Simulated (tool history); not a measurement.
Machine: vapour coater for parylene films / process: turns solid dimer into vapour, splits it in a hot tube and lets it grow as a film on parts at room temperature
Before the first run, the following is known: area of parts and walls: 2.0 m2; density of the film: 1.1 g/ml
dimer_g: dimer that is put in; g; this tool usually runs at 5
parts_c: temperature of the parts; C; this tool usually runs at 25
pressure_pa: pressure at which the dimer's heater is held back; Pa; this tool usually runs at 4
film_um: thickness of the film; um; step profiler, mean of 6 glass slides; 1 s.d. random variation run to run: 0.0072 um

{"run": 1, "hour": 0.0, "dimer_g": 5, "parts_c": 25, "pressure_pa": 4, "film_um": 1.73}
{"run": 2, "hour": 45.3, "dimer_g": 5, "parts_c": 25, "pressure_pa": 4, "film_um": 1.728}
{"run": 3, "hour": 84.5, "dimer_g": 5, "parts_c": 25, "pressure_pa": 4, "film_um": 1.726}
{"run": 4, "hour": 137.9, "dimer_g": 5, "parts_c": 25, "pressure_pa": 4, "film_um": 1.723}
{"run": 5, "hour": 192.5, "dimer_g": 5, "parts_c": 25, "pressure_pa": 4, "film_um": 1.72}
{"run": 6, "hour": 242.6, "dimer_g": 8, "parts_c": 25, "pressure_pa": 4, "film_um": 2.775}
{"run": 7, "hour": 274.8, "dimer_g": 8, "parts_c": 25, "pressure_pa": 4, "film_um": 2.789}
{"run": 8, "hour": 301.8, "dimer_g": 5, "parts_c": 25, "pressure_pa": 8.72, "film_um": 1.424}
{"run": 9, "hour": 342.8, "dimer_g": 5, "parts_c": 25, "pressure_pa": 8.72, "film_um": 1.44}
{"hour": 355.1, "done": "trap's valve overhauled"}
{"run": 10, "hour": 406.8, "dimer_g": 5, "parts_c": 25, "pressure_pa": 8.51, "film_um": 1.448}
{"run": 11, "hour": 454.8, "dimer_g": 5, "parts_c": 25, "pressure_pa": 4, "film_um": 1.737}
{"run": 12, "hour": 504.9, "dimer_g": 2, "parts_c": 25, "pressure_pa": 4, "film_um": 0.694}
{"run": 13, "hour": 541.1, "dimer_g": 2, "parts_c": 25, "pressure_pa": 4, "film_um": 0.688}
{"run": 14, "hour": 581.3, "dimer_g": 5, "parts_c": 25, "pressure_pa": 4, "film_um": 1.75}
{"run": 15, "hour": 613.4, "dimer_g": 5, "parts_c": 25, "pressure_pa": 4, "film_um": 1.742}
{"run": 16, "hour": 649.6, "dimer_g": 8, "parts_c": 25, "pressure_pa": 4, "film_um": 2.772}
{"run": 17, "hour": 675.9, "dimer_g": 8, "parts_c": 25, "pressure_pa": 4, "film_um": 2.772}
{"run": 18, "hour": 706.1, "dimer_g": 4, "parts_c": 25, "pressure_pa": 4, "film_um": 1.395}
{"run": 19, "hour": 738.5, "dimer_g": 3, "parts_c": 18, "pressure_pa": 4.25, "film_um": 1.152}
{"run": 20, "hour": 785.7, "dimer_g": 4, "parts_c": 28, "pressure_pa": 5.15, "film_um": 1.256}
{"run": 21, "hour": 819.5, "dimer_g": 2, "parts_c": 22, "pressure_pa": 4.27, "film_um": 0.717}
{"hour": 883.7, "done": "trap's valve overhauled"}
{"run": 22, "hour": 884.0, "dimer_g": 2, "parts_c": 22, "pressure_pa": 4.27, "film_um": 0.725}
{"run": 23, "hour": 915.9, "dimer_g": 4, "parts_c": 18, "pressure_pa": 10.64, "film_um": 1.239}
{"run": 24, "hour": 974.8, "dimer_g": 5, "parts_c": 25, "pressure_pa": 11.88, "film_um": 1.35}
{"run": 25, "hour": 1007.7, "dimer_g": 5, "parts_c": 25, "pressure_pa": 11.88, "film_um": 1.341}
{"run": 26, "hour": 1071.9, "dimer_g": 5, "parts_c": 26, "pressure_pa": 4, "film_um": 1.719}
{"run": 27, "hour": 1105.7, "dimer_g": 5, "parts_c": 26, "pressure_pa": 4, "film_um": 1.719}
{"run": 28, "hour": 1135.5, "dimer_g": 2, "parts_c": 31, "pressure_pa": 6.95, "film_um": 0.56}
{"run": 29, "hour": 1163.0, "dimer_g": 5, "parts_c": 26, "pressure_pa": 3.67, "film_um": 1.761}
{"run": 30, "hour": 1225.3, "dimer_g": 5, "parts_c": 19, "pressure_pa": 2.3, "film_um": 2.21}
{"run": 31, "hour": 1287.9, "dimer_g": 5, "parts_c": 19, "pressure_pa": 2.3, "film_um": 2.206}
{"run": 32, "hour": 1340.5, "dimer_g": 5, "parts_c": 19, "pressure_pa": 2.3, "film_um": 2.197}
{"run": 33, "hour": 1375.0, "dimer_g": 5, "parts_c": 19, "pressure_pa": 2.3, "film_um": 2.192}
{"hour": 1412.1, "done": "trap's valve overhauled"}
{"run": 34, "hour": 1419.3, "dimer_g": 3, "parts_c": 24, "pressure_pa": 2.3, "film_um": 1.23}
{"hour": 1461.2, "done": "gauge calibrated"}
{"run": 35, "hour": 1463.9, "dimer_g": 4, "parts_c": 33, "pressure_pa": 3.83, "film_um": 1.243}
{"run": 36, "hour": 1523.7, "dimer_g": 4, "parts_c": 33, "pressure_pa": 3.83, "film_um": 1.232}

4 options for the next run, each taken on its own from the tool as it stands now. Forecast them:
{"run": "A", "hour": 1573.1, "dimer_g": 5, "parts_c": 35, "pressure_pa": 2.46, "film_um": "?"}
{"run": "B", "hour": 1573.1, "dimer_g": 3, "parts_c": 33, "pressure_pa": 5.13, "film_um": "?"}
{"run": "C", "hour": 1573.1, "dimer_g": 9, "parts_c": 25, "pressure_pa": 4, "film_um": "?"}
{"run": "D", "hour": 1573.1, "dimer_g": 3, "parts_c": 33, "pressure_pa": 3.83, "film_um": "?"}

run=A film_um=1.673
run=B film_um=0.867
run=C film_um=3.116
run=D film_um=0.932
Had the tool no hidden state, the same runs would have come out as:
run=A film_um=1.672
run=B film_um=0.866
run=C film_um=3.114
run=D film_um=0.931
